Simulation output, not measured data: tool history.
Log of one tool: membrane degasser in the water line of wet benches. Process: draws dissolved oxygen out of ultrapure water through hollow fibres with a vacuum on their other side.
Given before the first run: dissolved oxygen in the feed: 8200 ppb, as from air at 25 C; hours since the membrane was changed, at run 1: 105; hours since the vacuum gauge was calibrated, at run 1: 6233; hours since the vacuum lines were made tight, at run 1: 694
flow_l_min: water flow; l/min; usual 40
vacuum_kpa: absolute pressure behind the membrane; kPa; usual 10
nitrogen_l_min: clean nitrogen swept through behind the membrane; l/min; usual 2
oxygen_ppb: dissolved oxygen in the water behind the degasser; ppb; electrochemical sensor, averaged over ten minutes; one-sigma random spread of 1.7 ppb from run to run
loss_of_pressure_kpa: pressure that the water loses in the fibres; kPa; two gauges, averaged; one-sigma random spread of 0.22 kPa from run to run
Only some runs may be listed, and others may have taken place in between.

run	day	flow_l_min	vacuum_kpa	nitrogen_l_min	hours since the membrane was changed	hours since the vacuum gauge was calibrated	hours since the vacuum lines were made tight	oxygen_ppb	loss_of_pressure_kpa
1	0	40	10	2	105	6233	694	320.1	51.75
# day 3.508: vacuum gauge calibrated
2	3.946	40	10	2	199	11	789	323	51.22
3	7.683	40	9.5	2	289	100	878	302	51.71
4	9.488	40	9.5	1.52	332	143	922	380.4	52.08
5	11.821	40	9.5	1.52	388	200	978	383.2	51.77
6	16.167	27	10	2	492	304	1082	229	34.94
7	18.346	27	10	2	545	356	1134	228	35.31
8	21.621	26	10	2	623	435	1213	218.9	33.95
9	23.821	26	10	2	676	487	1266	220.9	33.64
10	25.833	26	10	2	724	536	1314	219.4	33.54
# day 27.217: vacuum gauge calibrated, once more
11	28.608	40	10	2	790	33	1380	296.5	51.79
12	31.271	40	10	2	854	97	1444	299.6	52.26
13	35.296	40	10	2	951	194	1541	297	52.08
14	37.608	25	10	2	1006	249	1596	195.7	32.17
15	41.842	25	10	2	1108	351	1698	196.4	32.62
16	43.892	25	10	2	1157	400	1747	196.2	32.38
17	48.238	25	10	0.9	1261	504	1851	391.2	32.18
18	52.625	25	10	0.9	1367	610	1956	389.1	32.45
19	56.696	25	10	0.9	1464	707	2054	395.7	32.65
20	59.575	29	7.2	3.84	1534	777	2123	74.7	37.85
21	61.575	29	7.2	3.84	1581	825	2171	73.5	37.86
22	65.121	26	10	2	1667	910	2256	204.9	33.98
23	68.05	24	10	2	1737	980	2327	191.6	31.26
24	70.079	34	21.9	0.81	1786	1029	2375	1354.5	44.38
25	72.462	40	23.8	2.68	1843	1086	2433	662.1	52.6
26	75.796	40	23.8	2.68	1923	1166	2513	662	52.52
27	79.867	27	9.7	2.68	2021	1264	2610	156.9	35.23
28	83.288	27	9.7	2.68	2103	1346	2692	156.2	35.42
29	87.592	29	10	2	2206	1449	2796	225.1	37.76
30	90.925	42	10	2.01	2286	1529	2876	318.9	55.18
31	93.871	25	10	3.96	2357	1600	2946	105.8	32.6

Each row is a separate what-if for the run after 31, all from the same tool condition, not one after another. Results?
A	97.042	50	19.8	1.12	2433	1676	3022	?	?
B	97.042	60	6.2	5.13	2433	1676	3022	?	?
C	97.042	62	9.2	3.14	2433	1676	3022	?	?
D	97.042	34	8.9	4.52	2433	1676	3022	?	?
E	97.042	25	7.3	2.35	2433	1676	3022	?	?

run	oxygen_ppb	loss_of_pressure_kpa
A	1275.6	66.07
B	108.3	78.53
C	288.6	81.22
D	107	44.55
E	106.3	32.69
With no hidden state in the tool, these same runs would have given:
run	oxygen_ppb	loss_of_pressure_kpa
A	1262.9	64.9
B	101.3	77.14
C	278.6	79.79
D	103.2	43.76
E	101.5	32.11
